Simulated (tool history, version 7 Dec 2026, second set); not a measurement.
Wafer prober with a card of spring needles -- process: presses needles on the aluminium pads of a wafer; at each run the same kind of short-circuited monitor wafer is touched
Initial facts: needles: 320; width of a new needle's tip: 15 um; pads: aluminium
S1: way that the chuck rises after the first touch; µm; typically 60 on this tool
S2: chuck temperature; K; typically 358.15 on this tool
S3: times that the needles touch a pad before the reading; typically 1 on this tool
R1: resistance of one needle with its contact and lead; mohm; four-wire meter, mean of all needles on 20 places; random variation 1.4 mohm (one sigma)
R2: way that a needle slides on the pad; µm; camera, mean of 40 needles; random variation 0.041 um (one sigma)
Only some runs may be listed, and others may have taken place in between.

Run 1, hour 0: usual settings. Result: R1 121 mohm, R2 14.58 µm.
At hour 4.5: tips cleaned on abrasive film.
At hour 8.1: tips cleaned on abrasive film.
At hour 12.6: tips cleaned on abrasive film.
At hour 16.2: tips cleaned on abrasive film.
At hour 19.8: tips cleaned on abrasive film.
At hour 23.4: tips cleaned on abrasive film.
At hour 27: tips cleaned on abrasive film.
At hour 31.5: tips cleaned on abrasive film.
At hour 35.1: tips cleaned on abrasive film.
At hour 38.8: tips cleaned on abrasive film.
Run 2, hour 39.9: usual settings but S3 2. Result: R1 120 mohm, R2 14.66 µm.
At hour 42.7: tips cleaned on abrasive film.
At hour 46.3: tips cleaned on abrasive film.
At hour 49.9: tips cleaned on abrasive film.
At hour 53.5: tips cleaned on abrasive film.
At hour 57.1: tips cleaned on abrasive film.
Run 3, hour 59.5: usual settings but S1 70 µm. Result: R1 120 mohm, R2 17.03 µm.
At hour 60.7: height of the first contact set anew.
At hour 61.7: tips cleaned on abrasive film.
At hour 65.3: tips cleaned on abrasive film.
At hour 68.9: tips cleaned on abrasive film.
At hour 72.5: tips cleaned on abrasive film.
At hour 76.1: tips cleaned on abrasive film.
At hour 79.7: tips cleaned on abrasive film.
At hour 83.4: tips cleaned on abrasive film.
At hour 87: tips cleaned on abrasive film.
At hour 90.6: tips cleaned on abrasive film.
At hour 94.2: tips cleaned on abrasive film.
Run 4, hour 97.6: usual settings. Result: R1 122 mohm, R2 14.5 µm.
At hour 98.6: tips cleaned on abrasive film.
At hour 103.1: tips cleaned on abrasive film.
At hour 106.7: tips cleaned on abrasive film.
At hour 110.3: tips cleaned on abrasive film.
At hour 113.9: tips cleaned on abrasive film.
At hour 117.5: tips cleaned on abrasive film.
At hour 121.1: tips cleaned on abrasive film.
At hour 124.7: tips cleaned on abrasive film.
At hour 128.4: tips cleaned on abrasive film.
At hour 132: tips cleaned on abrasive film.
At hour 135.6: tips cleaned on abrasive film.
Run 5, hour 135.7: usual settings but S1 43 µm. Result: R1 125 mohm, R2 10.4 µm.
At hour 139.3: tips cleaned on abrasive film.
At hour 143.8: tips cleaned on abrasive film.
At hour 147.4: tips cleaned on abrasive film.
At hour 151.9: tips cleaned on abrasive film.
At hour 156.4: tips cleaned on abrasive film.
Run 6, hour 157.7: usual settings but S1 43 µm. Result: R1 125 mohm, R2 10.38 µm.
At hour 160.5: tips cleaned on abrasive film.
At hour 164.9: tips cleaned on abrasive film.
At hour 168.6: tips cleaned on abrasive film.
At hour 172.2: tips cleaned on abrasive film.
At hour 175.8: tips cleaned on abrasive film.
At hour 179.4: tips cleaned on abrasive film.
At hour 183.9: tips cleaned on abrasive film.
At hour 187.5: tips cleaned on abrasive film.
At hour 191.1: tips cleaned on abrasive film.
Run 7, hour 192.8: usual settings but S1 43 µm. Result: R1 122 mohm, R2 10.39 µm.
At hour 194.9: height of the first contact set anew.
At hour 195.9: tips cleaned on abrasive film.
At hour 200.4: tips cleaned on abrasive film.
At hour 204.9: tips cleaned on abrasive film.
At hour 209.4: tips cleaned on abrasive film.
Run 8, hour 210.7: usual settings but S1 43 µm. Result: R1 124 mohm, R2 10.39 µm.
At hour 213.4: tips cleaned on abrasive film.
At hour 217: tips cleaned on abrasive film.
At hour 221.5: tips cleaned on abrasive film.
At hour 225.1: tips cleaned on abrasive film.
At hour 228.7: tips cleaned on abrasive film.
At hour 233.2: tips cleaned on abrasive film.
At hour 236.8: tips cleaned on abrasive film.
At hour 240.5: tips cleaned on abrasive film.
At hour 244.9: tips cleaned on abrasive film.
Run 9, hour 245.1: usual settings but S1 43 µm. Result: R1 124 mohm, R2 10.36 µm.
At hour 248.7: tips cleaned on abrasive film.
At hour 252.3: tips cleaned on abrasive film.
At hour 255.9: tips cleaned on abrasive film.
At hour 260.4: tips cleaned on abrasive film.
At hour 264.9: tips cleaned on abrasive film.
At hour 268.5: tips cleaned on abrasive film.
At hour 272.1: tips cleaned on abrasive film.
Run 10, hour 272.6: usual settings but S1 43 µm, S2 381.15 K. Result: R1 127 mohm, R2 10.46 µm.
At hour 276.2: tips cleaned on abrasive film.
At hour 279.8: tips cleaned on abrasive film.
At hour 284.3: tips cleaned on abrasive film.
At hour 287.9: tips cleaned on abrasive film.
At hour 291.5: tips cleaned on abrasive film.
At hour 295.1: tips cleaned on abrasive film.
At hour 298.7: tips cleaned on abrasive film.
At hour 303.2: tips cleaned on abrasive film.
At hour 306.8: tips cleaned on abrasive film.
At hour 310.4: tips cleaned on abrasive film.
Run 11, hour 311.5: usual settings but S1 74 µm, S2 372.15 K. Result: R1 120 mohm, R2 17.88 µm.
At hour 314.3: tips cleaned on abrasive film.
At hour 317.9: tips cleaned on abrasive film.
At hour 321.5: tips cleaned on abrasive film.
At hour 325.1: tips cleaned on abrasive film.
At hour 328.7: tips cleaned on abrasive film.
At hour 329: height of the first contact set anew.
At hour 332.6: tips cleaned on abrasive film.
At hour 336.3: tips cleaned on abrasive film.
At hour 340.8: tips cleaned on abrasive film.
Run 12, hour 343.5: usual settings but S1 74 µm, S2 372.15 K. Result: R1 123 mohm, R2 17.94 µm.
At hour 344.5: tips cleaned on abrasive film.
At hour 349: tips cleaned on abrasive film.
At hour 352.6: tips cleaned on abrasive film.
At hour 356.2: tips cleaned on abrasive film.
At hour 359.8: tips cleaned on abrasive film.
At hour 363.4: tips cleaned on abrasive film.
Run 13, hour 363.9: usual settings but S1 74 µm, S2 372.15 K. Result: R1 117 mohm, R2 17.92 µm.
At hour 367.5: tips cleaned on abrasive film.
At hour 371.2: tips cleaned on abrasive film.
At hour 374.8: tips cleaned on abrasive film.
At hour 379.3: tips cleaned on abrasive film.
At hour 382.9: tips cleaned on abrasive film.
At hour 386.5: tips cleaned on abrasive film.
At hour 390.1: tips cleaned on abrasive film.
Run 14, hour 392.6: usual settings but S1 74 µm, S2 372.15 K. Result: R1 119 mohm, R2 17.88 µm.
At hour 394.5: tips cleaned on abrasive film.
At hour 398.1: tips cleaned on abrasive film.
At hour 401.7: tips cleaned on abrasive film.
At hour 405.3: tips cleaned on abrasive film.
At hour 408.9: tips cleaned on abrasive film.
At hour 412.5: tips cleaned on abrasive film.
Run 15, hour 416: usual settings but S2 339.15 K, S3 2. Result: R1 116 mohm, R2 14.5 µm.
At hour 417: tips cleaned on abrasive film.
At hour 420.6: tips cleaned on abrasive film.
At hour 424.2: tips cleaned on abrasive film.
At hour 427.8: tips cleaned on abrasive film.
At hour 431.5: tips cleaned on abrasive film.
At hour 435.1: tips cleaned on abrasive film.
At hour 438.7: tips cleaned on abrasive film.
Run 16, hour 441.6: usual settings but S1 63 µm. Result: R1 118 mohm, R2 15.24 µm.
At hour 442.5: tips cleaned on abrasive film.
At hour 446.1: tips cleaned on abrasive film.
At hour 449.8: tips cleaned on abrasive film.
At hour 453.4: tips cleaned on abrasive film.
At hour 457: tips cleaned on abrasive film.
At hour 461.5: tips cleaned on abrasive film.
At hour 463.5: height of the first contact set anew.
At hour 465.4: tips cleaned on abrasive film.
At hour 469: tips cleaned on abrasive film.
At hour 472.6: tips cleaned on abrasive film.
At hour 476.2: tips cleaned on abrasive film.
Run 17, hour 477.4: usual settings but S2 316.15 K, S3 2. Result: R1 115 mohm, R2 14.52 µm.
At hour 480.1: tips cleaned on abrasive film.
At hour 484.6: tips cleaned on abrasive film.
At hour 489.1: tips cleaned on abrasive film.
At hour 492.7: tips cleaned on abrasive film.
At hour 497.2: tips cleaned on abrasive film.
At hour 501.7: tips cleaned on abrasive film.
At hour 505.7: tips cleaned on abrasive film.
Run 18, hour 505.7: usual settings but S1 53 µm, S2 305.15 K, S3 2. Result: R1 115 mohm, R2 12.78 µm.
At hour 509.3: tips cleaned on abrasive film.
At hour 513: tips cleaned on abrasive film.
At hour 516.6: tips cleaned on abrasive film.
At hour 520.2: tips cleaned on abrasive film.
At hour 523.8: tips cleaned on abrasive film.
At hour 527.4: tips cleaned on abrasive film.
Run 19, hour 529.1: usual settings but S1 53 µm, S2 305.15 K, S3 2. Result: R1 114 mohm, R2 12.75 µm.
At hour 531.8: tips cleaned on abrasive film.
At hour 535.4: tips cleaned on abrasive film.
At hour 539.9: tips cleaned on abrasive film.
At hour 543.5: tips cleaned on abrasive film.
Run 20, hour 546.9: usual settings but S1 42 µm, S2 361.15 K, S3 2. Result: R1 124 mohm, R2 10.05 µm.

Measured minus without-hidden-state, run by run (identical run-to-run variation in each term; gauge scatter may differ):
Unlogged tool condition in this case: debris on the tips, nm; way that the needles fall short of the set height, um; tips' diameter, um; drift of the gauge itself on contact_mohm, %; drift of the gauge itself on scrub_um, %.
run     R2
  1  -0.01
  2  -0.02
  3  -0.03
  4  -0.02
  5  -0.03
  6  -0.03
  7  -0.04
  8  -0.03
  9  -0.04
 10  -0.04
 11  -0.08
 12  -0.08
 13  -0.09
 14   -0.1
 15  -0.09
 16   -0.1
 17  -0.09
 18  -0.09
 19  -0.09
 20  -0.08
R1: differs from the measured result by no more than 1 mohm in any run.
